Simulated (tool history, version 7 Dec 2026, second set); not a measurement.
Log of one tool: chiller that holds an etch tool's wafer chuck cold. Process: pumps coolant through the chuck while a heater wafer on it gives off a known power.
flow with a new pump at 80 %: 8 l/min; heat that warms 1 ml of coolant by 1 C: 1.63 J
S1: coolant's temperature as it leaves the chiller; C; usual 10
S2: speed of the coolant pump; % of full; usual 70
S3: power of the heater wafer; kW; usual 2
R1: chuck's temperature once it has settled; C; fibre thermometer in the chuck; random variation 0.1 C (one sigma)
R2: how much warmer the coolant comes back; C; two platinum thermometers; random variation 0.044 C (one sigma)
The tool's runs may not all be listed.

{"run": 1, "day": 0.0, "S1": 10, "S2": 70, "S3": 2, "R1": 29, "R2": 10.61}
{"run": 2, "day": 2.1, "S1": 10, "S2": 70, "S3": 2, "R1": 29, "R2": 10.52}
{"run": 3, "day": 4.558, "S1": 10, "S2": 70, "S3": 2, "R1": 29, "R2": 10.47}
{"run": 4, "day": 6.488, "S1": 10, "S2": 99, "S3": 2, "R1": 25.1, "R2": 7.43}
{"run": 5, "day": 8.242, "S1": 10, "S2": 62, "S3": 2, "R1": 30.5, "R2": 11.89}
{"run": 6, "day": 9.821, "S1": 10, "S2": 62, "S3": 2, "R1": 30.6, "R2": 11.89}
{"run": 7, "day": 13.058, "S1": 10, "S2": 62, "S3": 2, "R1": 30.6, "R2": 11.93}
{"run": 8, "day": 14.433, "S1": 10, "S2": 62, "S3": 2, "R1": 30.5, "R2": 11.81}
{"run": 9, "day": 17.546, "S1": 10, "S2": 62, "S3": 2, "R1": 30.6, "R2": 11.91}
{"run": 10, "day": 19.883, "S1": 10, "S2": 70, "S3": 2, "R1": 29.1, "R2": 10.57}
{"run": 11, "day": 22.217, "S1": 10, "S2": 70, "S3": 2, "R1": 29.1, "R2": 10.42}
{"run": 12, "day": 24.404, "S1": 10, "S2": 70, "S3": 2, "R1": 28.8, "R2": 10.43}
{"run": 13, "day": 27.062, "S1": 10, "S2": 70, "S3": 2, "R1": 29, "R2": 10.42}
{"run": 14, "day": 29.35, "S1": 10, "S2": 70, "S3": 2, "R1": 29, "R2": 10.42}
{"run": 15, "day": 31.362, "S1": 16, "S2": 94, "S3": 2, "R1": 31.5, "R2": 7.73}
{"run": 16, "day": 33.912, "S1": 17, "S2": 100, "S3": 2.938, "R1": 39.1, "R2": 10.71}
{"run": 17, "day": 36.054, "S1": 19, "S2": 88, "S3": 1.084, "R1": 27.7, "R2": 4.4}
{"run": 18, "day": 38.767, "S1": 10, "S2": 80, "S3": 1.365, "R1": 21.8, "R2": 6.19}
{"run": 19, "day": 41.688, "S1": 4, "S2": 77, "S3": 1.842, "R1": 20.3, "R2": 8.63}
{"run": 20, "day": 44.933, "S1": 9, "S2": 96, "S3": 2, "R1": 24.2, "R2": 7.49}
{"run": 21, "day": 47.35, "S1": 9, "S2": 96, "S3": 2, "R1": 24.5, "R2": 7.5}
{"run": 22, "day": 50.354, "S1": 18, "S2": 92, "S3": 2, "R1": 33.8, "R2": 7.9}
{"run": 23, "day": 52.833, "S1": 18, "S2": 92, "S3": 2, "R1": 33.9, "R2": 7.83}
{"run": 24, "day": 55.346, "S1": 10, "S2": 70, "S3": 1.58, "R1": 24.9, "R2": 8.15}
{"run": 25, "day": 58.442, "S1": 15, "S2": 70, "S3": 2.052, "R1": 34.4, "R2": 10.64}
{"run": 26, "day": 59.962, "S1": 15, "S2": 70, "S3": 2.052, "R1": 34.4, "R2": 10.59}

Forecast each of these 3 alternatives for the next run:
{"run": "A", "day": 62.462, "S1": 14, "S2": 63, "S3": 1.488, "R1": "?", "R2": "?"}
{"run": "B", "day": 62.462, "S1": 15, "S2": 87, "S3": 1.906, "R1": "?", "R2": "?"}
{"run": "C", "day": 62.462, "S1": 10, "S2": 76, "S3": 2, "R1": "?", "R2": "?"}

run=A R1=29.2 R2=8.5
run=B R1=30.7 R2=7.92
run=C R1=28 R2=9.52
Without the tool's hidden state the same runs would have given:
run=A R1=29.2 R2=8.69
run=B R1=30.6 R2=8.11
run=C R1=28 R2=9.71

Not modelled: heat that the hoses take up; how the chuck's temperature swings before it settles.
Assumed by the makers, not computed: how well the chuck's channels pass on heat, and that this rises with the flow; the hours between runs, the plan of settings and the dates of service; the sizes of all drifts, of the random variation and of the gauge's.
